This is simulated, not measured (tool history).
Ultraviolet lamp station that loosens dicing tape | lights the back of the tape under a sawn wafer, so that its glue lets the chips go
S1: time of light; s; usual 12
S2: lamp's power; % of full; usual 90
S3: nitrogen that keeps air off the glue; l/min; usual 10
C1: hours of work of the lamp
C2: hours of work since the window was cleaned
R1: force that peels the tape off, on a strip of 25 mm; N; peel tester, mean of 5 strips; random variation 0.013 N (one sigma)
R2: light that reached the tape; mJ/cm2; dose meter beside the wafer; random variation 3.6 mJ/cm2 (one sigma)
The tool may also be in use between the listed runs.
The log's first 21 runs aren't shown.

| run | hour | S1 | S2 | S3 | C1 | C2 | R1 | R2 |
|---|---|---|---|---|---|---|---|---|
| 22 | 294.3 | 18 | 74 | 10 | 586 | 668 | 0.355 | 733 |
| 23 | 306.3 | 18 | 74 | 10 | 594 | 676 | 0.361 | 731 |
| 24 | 318.2 | 12 | 81 | 10 | 602 | 683 | 0.765 | 532 |
|  | 329.9 | window cleaned of glue's vapour |
| 25 | 332.7 | 12 | 82 | 8 | 611 | 2 | 0.835 | 536 |
| 26 | 347.9 | 8 | 63 | 12 | 620 | 12 | 2.193 | 276 |
| 27 | 366 | 19 | 90 | 10 | 632 | 23 | 0.235 | 933 |
| 28 | 375.3 | 19 | 90 | 10 | 638 | 29 | 0.235 | 936 |
| 29 | 385.1 | 12 | 82 | 10 | 644 | 36 | 0.704 | 535 |
| 30 | 397.3 | 12 | 85 | 10 | 652 | 44 | 0.672 | 554 |
| 31 | 411.4 | 12 | 85 | 10 | 661 | 53 | 0.689 | 554 |
| 32 | 423.4 | 12 | 68 | 10 | 669 | 60 | 1.104 | 444 |
| 33 | 440.4 | 14 | 85 | 10 | 680 | 71 | 0.465 | 650 |
| 34 | 452.2 | 14 | 85 | 10 | 688 | 79 | 0.478 | 642 |
| 35 | 465.4 | 12 | 90 | 13 | 696 | 88 | 0.492 | 586 |
| 36 | 480.6 | 22 | 90 | 4 | 706 | 97 | 0.282 | 1079 |
| 37 | 489.8 | 8 | 88 | 10 | 712 | 103 | 1.443 | 379 |
| 38 | 505.3 | 8 | 88 | 10 | 722 | 113 | 1.381 | 379 |
|  | 514.7 | gauge calibrated |
| 39 | 517.9 | 12 | 65 | 5 | 730 | 121 | 1.752 | 434 |
| 40 | 526.8 | 15 | 73 | 13 | 736 | 127 | 0.486 | 605 |
| 41 | 538.3 | 22 | 88 | 10 | 743 | 135 | 0.191 | 1089 |

Forecast each of these 3 alternatives for the next run:
| A | 550.3 | 22 | 88 | 14 | 751 | 142 | ? | ? |
| B | 550.3 | 18 | 72 | 10 | 751 | 142 | ? | ? |
| C | 550.3 | 9 | 98 | 10 | 751 | 142 | ? | ? |

| run | R1 | R2 |
|---|---|---|
| A | 0.18 | 1084 |
| B | 0.376 | 719 |
| C | 0.946 | 491 |
Without the tool's hidden state the same runs would have given:
| run | R1 | R2 |
|---|---|---|
| A | 0.18 | 1088 |
| B | 0.375 | 722 |
| C | 0.942 | 492 |
